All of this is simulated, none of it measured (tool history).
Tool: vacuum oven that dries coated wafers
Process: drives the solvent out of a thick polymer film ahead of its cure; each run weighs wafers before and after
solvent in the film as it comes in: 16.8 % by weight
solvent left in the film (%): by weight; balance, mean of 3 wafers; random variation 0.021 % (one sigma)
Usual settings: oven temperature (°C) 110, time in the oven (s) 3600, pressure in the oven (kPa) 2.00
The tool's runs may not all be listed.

run 1 hour=0.0 | oven_temperature_(°C)=110 time_in_the_oven_(s)=3600 pressure_in_the_oven_(kPa)=2.00 | solvent_left_in_the_film_(%)=3.17
run 2 hour=12.1 | oven_temperature_(°C)=117 time_in_the_oven_(s)=3600 pressure_in_the_oven_(kPa)=2.00 | solvent_left_in_the_film_(%)=1.76
run 3 hour=23.5 | oven_temperature_(°C)=117 time_in_the_oven_(s)=3600 pressure_in_the_oven_(kPa)=2.00 | solvent_left_in_the_film_(%)=1.73
run 4 hour=34.0 | oven_temperature_(°C)=117 time_in_the_oven_(s)=3600 pressure_in_the_oven_(kPa)=2.00 | solvent_left_in_the_film_(%)=1.74
run 5 hour=50.7 | oven_temperature_(°C)=117 time_in_the_oven_(s)=3600 pressure_in_the_oven_(kPa)=2.00 | solvent_left_in_the_film_(%)=1.73
run 6 hour=65.4 | oven_temperature_(°C)=110 time_in_the_oven_(s)=3600 pressure_in_the_oven_(kPa)=2.00 | solvent_left_in_the_film_(%)=3.14
run 7 hour=74.5 | oven_temperature_(°C)=106 time_in_the_oven_(s)=3600 pressure_in_the_oven_(kPa)=2.00 | solvent_left_in_the_film_(%)=4.24
run 8 hour=90.4 | oven_temperature_(°C)=106 time_in_the_oven_(s)=3600 pressure_in_the_oven_(kPa)=2.00 | solvent_left_in_the_film_(%)=4.28
run 9 hour=100.9 | oven_temperature_(°C)=106 time_in_the_oven_(s)=3600 pressure_in_the_oven_(kPa)=2.00 | solvent_left_in_the_film_(%)=4.24
run 10 hour=118.2 | oven_temperature_(°C)=110 time_in_the_oven_(s)=3600 pressure_in_the_oven_(kPa)=2.00 | solvent_left_in_the_film_(%)=3.13
run 11 hour=134.1 | oven_temperature_(°C)=106 time_in_the_oven_(s)=3600 pressure_in_the_oven_(kPa)=2.00 | solvent_left_in_the_film_(%)=4.26
run 12 hour=150.0 | oven_temperature_(°C)=106 time_in_the_oven_(s)=3600 pressure_in_the_oven_(kPa)=2.00 | solvent_left_in_the_film_(%)=4.29
run 13 hour=162.3 | oven_temperature_(°C)=111 time_in_the_oven_(s)=1860 pressure_in_the_oven_(kPa)=2.00 | solvent_left_in_the_film_(%)=5.54
run 14 hour=173.7 | oven_temperature_(°C)=116 time_in_the_oven_(s)=1860 pressure_in_the_oven_(kPa)=2.00 | solvent_left_in_the_film_(%)=4.08
run 15 hour=182.0 | oven_temperature_(°C)=115 time_in_the_oven_(s)=6420 pressure_in_the_oven_(kPa)=4.67 | solvent_left_in_the_film_(%)=3.00
run 16 hour=199.7 | oven_temperature_(°C)=115 time_in_the_oven_(s)=6420 pressure_in_the_oven_(kPa)=4.67 | solvent_left_in_the_film_(%)=2.98
run 17 hour=207.8 | oven_temperature_(°C)=107 time_in_the_oven_(s)=1920 pressure_in_the_oven_(kPa)=4.20 | solvent_left_in_the_film_(%)=7.92
run 18 hour=217.3 | oven_temperature_(°C)=101 time_in_the_oven_(s)=4560 pressure_in_the_oven_(kPa)=2.00 | solvent_left_in_the_film_(%)=4.83
run 19 hour=233.7 | oven_temperature_(°C)=120 time_in_the_oven_(s)=4560 pressure_in_the_oven_(kPa)=5.17 | solvent_left_in_the_film_(%)=2.80
run 20 hour=242.3 | oven_temperature_(°C)=124 time_in_the_oven_(s)=2400 pressure_in_the_oven_(kPa)=7.72 | solvent_left_in_the_film_(%)=4.07

4 ways to go on from here, each from the tool as it stands after run 20. What would each give?
run A hour=249.7 | oven_temperature_(°C)=117 time_in_the_oven_(s)=2400 pressure_in_the_oven_(kPa)=7.72 | solvent_left_in_the_film_(%)=?
run B hour=249.7 | oven_temperature_(°C)=124 time_in_the_oven_(s)=3360 pressure_in_the_oven_(kPa)=7.72 | solvent_left_in_the_film_(%)=?
run C hour=249.7 | oven_temperature_(°C)=120 time_in_the_oven_(s)=2100 pressure_in_the_oven_(kPa)=7.72 | solvent_left_in_the_film_(%)=?
run D hour=249.7 | oven_temperature_(°C)=102 time_in_the_oven_(s)=2400 pressure_in_the_oven_(kPa)=1.23 | solvent_left_in_the_film_(%)=?

run=A solvent_left_in_the_film_(%)=5.73
run=B solvent_left_in_the_film_(%)=3.68
run=C solvent_left_in_the_film_(%)=5.23
run=D solvent_left_in_the_film_(%)=6.87
Without the tool's hidden state the same runs would have given:
run=A solvent_left_in_the_film_(%)=5.75
run=B solvent_left_in_the_film_(%)=3.69
run=C solvent_left_in_the_film_(%)=5.25
run=D solvent_left_in_the_film_(%)=6.89
